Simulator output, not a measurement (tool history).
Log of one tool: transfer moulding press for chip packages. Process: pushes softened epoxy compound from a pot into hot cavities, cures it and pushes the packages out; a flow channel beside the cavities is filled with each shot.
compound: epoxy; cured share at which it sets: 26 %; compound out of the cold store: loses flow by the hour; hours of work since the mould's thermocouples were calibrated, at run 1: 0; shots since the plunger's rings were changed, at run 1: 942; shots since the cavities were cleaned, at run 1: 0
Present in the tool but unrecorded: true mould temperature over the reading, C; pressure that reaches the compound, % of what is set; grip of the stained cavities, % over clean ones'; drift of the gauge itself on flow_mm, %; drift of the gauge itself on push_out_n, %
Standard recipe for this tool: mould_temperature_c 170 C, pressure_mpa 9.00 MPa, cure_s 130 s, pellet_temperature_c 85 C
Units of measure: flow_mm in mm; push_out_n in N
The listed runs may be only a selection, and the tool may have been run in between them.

| run | hour | mould_temperature_c | pressure_mpa | cure_s | pellet_temperature_c | hours of work since the mould's thermocouples were calibrated | shots since the plunger's rings were changed | shots since the cavities were cleaned | incoming compound's hours out of the cold store | flow_mm | push_out_n |
|---|---|---|---|---|---|---|---|---|---|---|---|
| 1 | 0.0 | 170 | 9.00 | 130 | 85 | 0 | 942 | 0 | 32.6 | 718 | 494 |
| 2 | 28.1 | 170 | 9.00 | 130 | 85 | 12 | 1116 | 174 | 31.9 | 718 | 594 |
| 3 | 86.6 | 171 | 9.00 | 130 | 85 | 37 | 1477 | 535 | 32.0 | 700 | 710 |
| 4 | 113.7 | 171 | 9.00 | 130 | 85 | 49 | 1644 | 702 | 20.2 | 776 | 781 |
| 5 | 163.5 | 171 | 9.00 | 130 | 85 | 71 | 1951 | 1009 | 42.5 | 671 | 846 |
|  | 175.2 | cavities cleaned with cleaning compound and waxed |
| 6 | 228.2 | 171 | 9.00 | 130 | 85 | 98 | 2342 | 328 | 38.2 | 678 | 951 |
| 7 | 274.8 | 171 | 9.00 | 130 | 85 | 118 | 2629 | 615 | 10.6 | 800 | 1011 |
|  | 306.8 | cavities cleaned with cleaning compound and waxed, once more |
| 8 | 321.2 | 170 | 9.00 | 115 | 85 | 138 | 2906 | 89 | 40.2 | 666 | 643 |
| 9 | 361.6 | 170 | 9.00 | 115 | 85 | 155 | 3155 | 338 | 45.3 | 640 | 804 |
| 10 | 419.5 | 170 | 9.00 | 130 | 83 | 180 | 3513 | 696 | 28.4 | 701 | 836 |
| 11 | 461.6 | 170 | 9.00 | 130 | 83 | 198 | 3773 | 956 | 39.8 | 654 | 906 |
|  | 479.9 | cavities cleaned with cleaning compound and waxed |
| 12 | 517.8 | 170 | 9.00 | 130 | 83 | 222 | 4110 | 234 | 39.6 | 648 | 652 |
| 13 | 578.5 | 170 | 9.00 | 130 | 83 | 248 | 4485 | 609 | 37.8 | 652 | 772 |
| 14 | 618.8 | 170 | 9.00 | 130 | 83 | 266 | 4734 | 858 | 45.8 | 617 | 835 |
|  | 653.3 | cavities cleaned with cleaning compound and waxed |
| 15 | 679.6 | 170 | 9.04 | 130 | 94 | 291 | 5100 | 162 | 20.5 | 726 | 606 |
| 16 | 715.0 | 174 | 7.02 | 134 | 94 | 307 | 5319 | 381 | 31.2 | 582 | 596 |
|  | 763.8 | plunger's sealing rings changed |
| 17 | 766.7 | 174 | 7.02 | 134 | 80 | 328 | 18 | 684 | 31.8 | 644 | 716 |
| 18 | 824.4 | 170 | 6.94 | 124 | 85 | 353 | 374 | 1040 | 15.0 | 715 | 986 |
|  | 830.5 | cavities cleaned with cleaning compound and waxed |
| 19 | 871.7 | 170 | 6.94 | 124 | 77 | 373 | 657 | 254 | 8.4 | 752 | 769 |
| 20 | 916.7 | 170 | 9.00 | 130 | 81 | 392 | 935 | 532 | 20.8 | 776 | 792 |
| 21 | 961.3 | 167 | 10.43 | 126 | 85 | 411 | 1210 | 807 | 43.9 | 724 | 1034 |
|  | 1003.4 | cavities cleaned with cleaning compound and waxed |
| 22 | 1021.7 | 167 | 10.43 | 126 | 85 | 437 | 1574 | 114 | 16.8 | 851 | 773 |
| 23 | 1076.2 | 171 | 8.29 | 119 | 75 | 460 | 1910 | 450 | 23.2 | 723 | 839 |
| 24 | 1121.5 | 170 | 9.80 | 120 | 92 | 480 | 2190 | 730 | 12.9 | 827 | 987 |
|  | 1176.8 | cavities cleaned with cleaning compound and waxed |
| 25 | 1184.9 | 170 | 8.78 | 116 | 88 | 507 | 2572 | 50 | 30.7 | 701 | 651 |
| 26 | 1247.9 | 170 | 8.78 | 116 | 94 | 534 | 2961 | 439 | 26.4 | 711 | 872 |
| 27 | 1309.2 | 170 | 9.66 | 139 | 94 | 560 | 3339 | 817 | 14.5 | 795 | 818 |

Below are 4 alternative next runs, each starting from the tool's condition after run 27. Predict each:
|  | 1349.1 | cavities cleaned with cleaning compound and waxed |
| A | 1349.4 | 168 | 9.65 | 130 | 85 | 577 | 3578 | 2 | 46.1 | ? | ? |
|  | 1349.1 | cavities cleaned with cleaning compound and waxed |
| B | 1349.4 | 170 | 9.89 | 168 | 80 | 577 | 3578 | 2 | 10.7 | ? | ? |
|  | 1349.1 | cavities cleaned with cleaning compound and waxed |
| C | 1349.4 | 170 | 9.66 | 139 | 88 | 577 | 3578 | 2 | 8.1 | ? | ? |
|  | 1349.1 | cavities cleaned with cleaning compound and waxed |
| D | 1349.4 | 170 | 9.66 | 139 | 76 | 577 | 3578 | 2 | 10.7 | ? | ? |

| run | flow_mm | push_out_n |
|---|---|---|
| A | 645 | 543 |
| B | 826 | 443 |
| C | 838 | 500 |
| D | 824 | 488 |
Take away the tool's hidden state, keep each run's random variation, and the runs would have read:
| run | flow_mm | push_out_n |
|---|---|---|
| A | 687 | 508 |
| B | 879 | 431 |
| C | 892 | 474 |
| D | 877 | 462 |
